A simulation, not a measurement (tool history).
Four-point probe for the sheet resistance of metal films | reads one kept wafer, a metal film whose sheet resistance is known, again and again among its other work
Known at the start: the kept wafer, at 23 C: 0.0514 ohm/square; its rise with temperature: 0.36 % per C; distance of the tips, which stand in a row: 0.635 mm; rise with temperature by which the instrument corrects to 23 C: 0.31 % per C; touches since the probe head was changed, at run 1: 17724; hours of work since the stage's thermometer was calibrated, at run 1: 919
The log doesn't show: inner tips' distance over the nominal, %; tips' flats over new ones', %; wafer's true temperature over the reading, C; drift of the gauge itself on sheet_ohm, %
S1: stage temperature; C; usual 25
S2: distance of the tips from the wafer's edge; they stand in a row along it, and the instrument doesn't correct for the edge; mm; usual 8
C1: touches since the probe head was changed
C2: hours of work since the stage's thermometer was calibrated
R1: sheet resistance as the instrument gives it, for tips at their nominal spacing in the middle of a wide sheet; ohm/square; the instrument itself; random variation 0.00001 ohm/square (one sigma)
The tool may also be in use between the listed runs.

{"run": 1, "day": 0.0, "S1": 25, "S2": 8, "C1": 17724, "C2": 919, "R1": 0.051632}
{"run": 2, "day": 0.354, "S1": 25, "S2": 8, "C1": 18031, "C2": 926, "R1": 0.051608}
{"run": 3, "day": 0.654, "S1": 25, "S2": 8, "C1": 18287, "C2": 931, "R1": 0.051617}
{"run": 4, "day": 1.175, "S1": 25, "S2": 32, "C1": 18735, "C2": 941, "R1": 0.051472}
{"run": 5, "day": 1.767, "S1": 25, "S2": 32, "C1": 19246, "C2": 952, "R1": 0.051464}
{"run": 6, "day": 2.371, "S1": 25, "S2": 32, "C1": 19769, "C2": 963, "R1": 0.051492}
{"run": 7, "day": 2.85, "S1": 20, "S2": 60, "C1": 20180, "C2": 972, "R1": 0.051326}
{"run": 8, "day": 3.362, "S1": 20, "S2": 25, "C1": 20625, "C2": 982, "R1": 0.051334}

Run 9 comes next. What will it give?
{"run": 9, "day": 3.862, "S1": 35, "S2": 63, "C1": 21053, "C2": 991, "R1": "?"}

{"run 9": {"R1": 0.051702}}
Without the tool's hidden state the same run would have given R1 0.051695 ohm/square.
